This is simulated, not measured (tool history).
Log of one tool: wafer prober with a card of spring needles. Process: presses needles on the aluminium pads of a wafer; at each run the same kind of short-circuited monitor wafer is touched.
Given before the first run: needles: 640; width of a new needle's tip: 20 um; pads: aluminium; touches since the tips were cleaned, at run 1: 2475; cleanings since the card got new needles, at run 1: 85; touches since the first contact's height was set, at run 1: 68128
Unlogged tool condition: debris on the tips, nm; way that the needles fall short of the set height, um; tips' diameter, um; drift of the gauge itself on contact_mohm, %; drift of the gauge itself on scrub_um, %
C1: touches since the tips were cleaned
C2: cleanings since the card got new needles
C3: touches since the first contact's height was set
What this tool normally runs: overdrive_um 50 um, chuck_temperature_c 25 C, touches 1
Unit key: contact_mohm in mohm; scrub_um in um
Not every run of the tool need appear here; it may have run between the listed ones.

run 1 hour=0.0 | overdrive_um=50 chuck_temperature_c=25 touches=1 | C1=2475 C2=85 C3=68128 | contact_mohm=372 scrub_um=9.00
-- hour=1.4 tips cleaned on abrasive film
-- hour=7.0 tips cleaned on abrasive film
run 2 hour=11.8 | overdrive_um=50 chuck_temperature_c=25 touches=1 | C1=2387 C2=87 C3=73838 | contact_mohm=364 scrub_um=8.70
-- hour=13.2 tips cleaned on abrasive film
-- hour=18.6 tips cleaned on abrasive film
run 3 hour=22.9 | overdrive_um=50 chuck_temperature_c=25 touches=1 | C1=2100 C2=89 C3=79204 | contact_mohm=355 scrub_um=8.81
-- hour=24.3 tips cleaned on abrasive film
-- hour=29.9 tips cleaned on abrasive film
-- hour=35.8 tips cleaned on abrasive film
run 4 hour=36.6 | overdrive_um=50 chuck_temperature_c=25 touches=1 | C1=384 C2=92 C3=85808 | contact_mohm=260 scrub_um=8.56
-- hour=41.8 tips cleaned on abrasive film
-- hour=47.2 tips cleaned on abrasive film
-- hour=47.5 height of the first contact set anew
run 5 hour=48.1 | overdrive_um=50 chuck_temperature_c=25 touches=1 | C1=282 C2=94 C3=282 | contact_mohm=255 scrub_um=8.30
-- hour=53.5 tips cleaned on abrasive film
-- hour=58.9 tips cleaned on abrasive film
run 6 hour=61.7 | overdrive_um=50 chuck_temperature_c=25 touches=1 | C1=1396 C2=96 C3=6902 | contact_mohm=341 scrub_um=8.30
-- hour=64.0 tips cleaned on abrasive film
-- hour=69.6 tips cleaned on abrasive film
run 7 hour=73.6 | overdrive_um=50 chuck_temperature_c=25 touches=1 | C1=1966 C2=98 C3=12660 | contact_mohm=385 scrub_um=8.20
-- hour=75.5 tips cleaned on abrasive film
-- hour=80.8 tips cleaned on abrasive film
-- hour=86.9 tips cleaned on abrasive film
run 8 hour=91.1 | overdrive_um=50 chuck_temperature_c=25 touches=1 | C1=2059 C2=101 C3=21101 | contact_mohm=378 scrub_um=8.25
-- hour=92.1 tips cleaned on abrasive film
-- hour=98.0 tips cleaned on abrasive film
run 9 hour=101.4 | overdrive_um=50 chuck_temperature_c=25 touches=1 | C1=1692 C2=103 C3=26114 | contact_mohm=366 scrub_um=8.24
-- hour=103.4 tips cleaned on abrasive film
-- hour=109.3 tips cleaned on abrasive film
run 10 hour=110.0 | overdrive_um=37 chuck_temperature_c=44 touches=1 | C1=365 C2=105 C3=30249 | contact_mohm=308 scrub_um=5.69
-- hour=115.1 tips cleaned on abrasive film
-- hour=120.6 tips cleaned on abrasive film
run 11 hour=121.7 | overdrive_um=60 chuck_temperature_c=31 touches=2 | C1=518 C2=107 C3=35875 | contact_mohm=233 scrub_um=10.06
-- hour=126.3 tips cleaned on abrasive film
-- hour=131.6 tips cleaned on abrasive film
run 12 hour=132.4 | overdrive_um=60 chuck_temperature_c=31 touches=2 | C1=373 C2=109 C3=41039 | contact_mohm=230 scrub_um=9.76
-- hour=136.9 tips cleaned on abrasive film
-- hour=142.9 tips cleaned on abrasive film
run 13 hour=146.2 | overdrive_um=38 chuck_temperature_c=43 touches=1 | C1=1629 C2=111 C3=47773 | contact_mohm=516 scrub_um=5.85
-- hour=148.7 tips cleaned on abrasive film
-- hour=153.6 height of the first contact set anew, once more
-- hour=155.0 tips cleaned on abrasive film
run 14 hour=156.6 | overdrive_um=38 chuck_temperature_c=45 touches=2 | C1=810 C2=113 C3=1429 | contact_mohm=301 scrub_um=6.91
-- hour=161.3 tips cleaned on abrasive film
-- hour=167.4 tips cleaned on abrasive film
run 15 hour=171.4 | overdrive_um=38 chuck_temperature_c=45 touches=2 | C1=1981 C2=115 C3=8611 | contact_mohm=354 scrub_um=7.06
-- hour=173.7 tips cleaned on abrasive film
-- hour=179.6 tips cleaned on abrasive film
run 16 hour=179.6 | overdrive_um=41 chuck_temperature_c=48 touches=1 | C1=0 C2=117 C3=12552 | contact_mohm=250 scrub_um=7.48

Forecast each of these 3 alternatives for the next run:
-- hour=186.0 tips cleaned on abrasive film
-- hour=191.7 tips cleaned on abrasive film
run A hour=196.5 | overdrive_um=41 chuck_temperature_c=72 touches=1 | C1=2362 C2=119 C3=20727 | contact_mohm=? scrub_um=?
-- hour=186.0 tips cleaned on abrasive film
-- hour=191.7 tips cleaned on abrasive film
run B hour=196.5 | overdrive_um=41 chuck_temperature_c=58 touches=1 | C1=2362 C2=119 C3=20727 | contact_mohm=? scrub_um=?
-- hour=186.0 tips cleaned on abrasive film
-- hour=191.7 tips cleaned on abrasive film
run C hour=196.5 | overdrive_um=34 chuck_temperature_c=32 touches=2 | C1=2362 C2=119 C3=20727 | contact_mohm=? scrub_um=?

run=A contact_mohm=456 scrub_um=7.59
run=B contact_mohm=456 scrub_um=7.49
run=C contact_mohm=429 scrub_um=6.05
With the hidden condition removed and each run's random variation left untouched, the same runs would have given:
run=A contact_mohm=225 scrub_um=7.72
run=B contact_mohm=222 scrub_um=7.63
run=C contact_mohm=217 scrub_um=6.19
